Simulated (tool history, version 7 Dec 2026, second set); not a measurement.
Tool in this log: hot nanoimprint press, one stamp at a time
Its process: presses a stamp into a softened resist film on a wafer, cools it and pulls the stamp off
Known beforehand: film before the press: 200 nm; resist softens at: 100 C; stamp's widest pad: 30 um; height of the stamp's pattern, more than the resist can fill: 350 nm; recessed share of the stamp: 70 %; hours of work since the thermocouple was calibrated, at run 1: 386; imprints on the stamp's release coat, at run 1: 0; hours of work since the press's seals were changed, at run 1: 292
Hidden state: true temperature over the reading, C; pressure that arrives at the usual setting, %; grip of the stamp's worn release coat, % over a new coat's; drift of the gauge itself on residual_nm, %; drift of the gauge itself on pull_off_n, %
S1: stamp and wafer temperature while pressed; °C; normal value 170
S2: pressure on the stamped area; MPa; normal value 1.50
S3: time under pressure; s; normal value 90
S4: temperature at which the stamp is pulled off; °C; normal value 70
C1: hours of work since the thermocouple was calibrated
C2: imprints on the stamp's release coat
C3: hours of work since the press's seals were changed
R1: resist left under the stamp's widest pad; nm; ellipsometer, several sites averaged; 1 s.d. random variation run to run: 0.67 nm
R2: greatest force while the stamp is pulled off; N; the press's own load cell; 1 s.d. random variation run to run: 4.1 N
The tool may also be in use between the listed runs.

Run 1, hour 0.0: usual settings; C1 386; C2 0; C3 292. Result: R1 79.8 nm, R2 196 N.
At hour 81.0: plate thermocouple calibrated.
Run 2, hour 91.4: usual settings; C1 8; C2 239; C3 358. Result: R1 76.4 nm, R2 213 N.
Run 3, hour 174.1: usual settings; C1 70; C2 463; C3 420. Result: R1 77.9 nm, R2 224 N.
At hour 244.8: stamp cleaned and given a new release coat.
Run 4, hour 263.6: usual settings but S4 60 °C; C1 132; C2 51; C3 482. Result: R1 78.1 nm, R2 226 N.
Run 5, hour 304.5: usual settings but S4 60 °C; C1 162; C2 162; C3 513. Result: R1 77.0 nm, R2 233 N.
Run 6, hour 345.2: usual settings but S4 60 °C; C1 193; C2 272; C3 543. Result: R1 79.1 nm, R2 244 N.
Run 7, hour 429.4: usual settings; C1 256; C2 499; C3 606. Result: R1 79.2 nm, R2 228 N.
At hour 480.0: stamp cleaned and given a new release coat.
Run 8, hour 510.7: usual settings but S2 1.79 MPa; C1 312; C2 82; C3 662. Result: R1 73.7 nm, R2 207 N.
Run 9, hour 559.0: usual settings but S2 1.79 MPa; C1 348; C2 213; C3 698. Result: R1 73.9 nm, R2 211 N.
Run 10, hour 622.1: usual settings but S1 169 °C; C1 395; C2 384; C3 745. Result: R1 83.9 nm, R2 220 N.
At hour 693.1: plate thermocouple calibrated.
Run 11, hour 696.2: usual settings but S2 1.56 MPa; C1 2; C2 576; C3 799. Result: R1 76.0 nm, R2 223 N.
At hour 719.8: stamp cleaned and given a new release coat.
Run 12, hour 742.6: usual settings but S2 1.56 MPa; C1 32; C2 62; C3 829. Result: R1 77.2 nm, R2 204 N.
Run 13, hour 831.7: usual settings; C1 99; C2 303; C3 895. Result: R1 79.0 nm, R2 223 N.
Run 14, hour 871.6: usual settings; C1 129; C2 410; C3 925. Result: R1 79.0 nm, R2 218 N.
At hour 958.7: stamp cleaned and given a new release coat.
Run 15, hour 961.3: usual settings but S1 182 °C, S2 1.03 MPa, S3 108 s, S4 75 °C; C1 191; C2 8; C3 988. Result: R1 61.9 nm, R2 192 N.
At hour 984.8: press's hydraulic seals changed and the load cell set to zero.
Run 16, hour 1052.3: usual settings but S1 168 °C, S3 106 s; C1 253; C2 232; C3 50. Result: R1 77.4 nm, R2 210 N.
Run 17, hour 1102.8: usual settings but S1 168 °C, S3 106 s; C1 291; C2 368; C3 88. Result: R1 78.0 nm, R2 218 N.
Run 18, hour 1162.2: usual settings but S1 176 °C, S3 88 s, S4 58 °C; C1 335; C2 529; C3 133. Result: R1 63.6 nm, R2 265 N.
At hour 1203.7: stamp cleaned and given a new release coat.
Run 19, hour 1251.2: usual settings but S1 160 °C, S2 1.67 MPa, S3 52 s, S4 58 °C; C1 397; C2 128; C3 195. Result: R1 123.7 nm, R2 237 N.
Run 20, hour 1304.7: usual settings but S1 179 °C, S2 2.18 MPa, S3 80 s, S4 66 °C; C1 437; C2 273; C3 234. Result: R1 51.0 nm, R2 222 N.
At hour 1313.4: plate thermocouple calibrated.
Run 21, hour 1346.3: usual settings but S1 179 °C, S2 2.18 MPa, S3 80 s, S4 66 °C; C1 25; C2 377; C3 263. Result: R1 48.3 nm, R2 230 N.

Run 22 has not been measured yet. What should we expect?
Run 22, hour 1423.5: usual settings but S1 176 °C, S2 2.18 MPa, S3 80 s, S4 66 °C; C1 82; C2 586; C3 321. Result: R1 ?, R2 ?.

R1: 53.4 nm
R2: 237 N
With the hidden condition absent and the run-to-run variation left alone, this run would have shown R1 51.6 nm, R2 208 N.
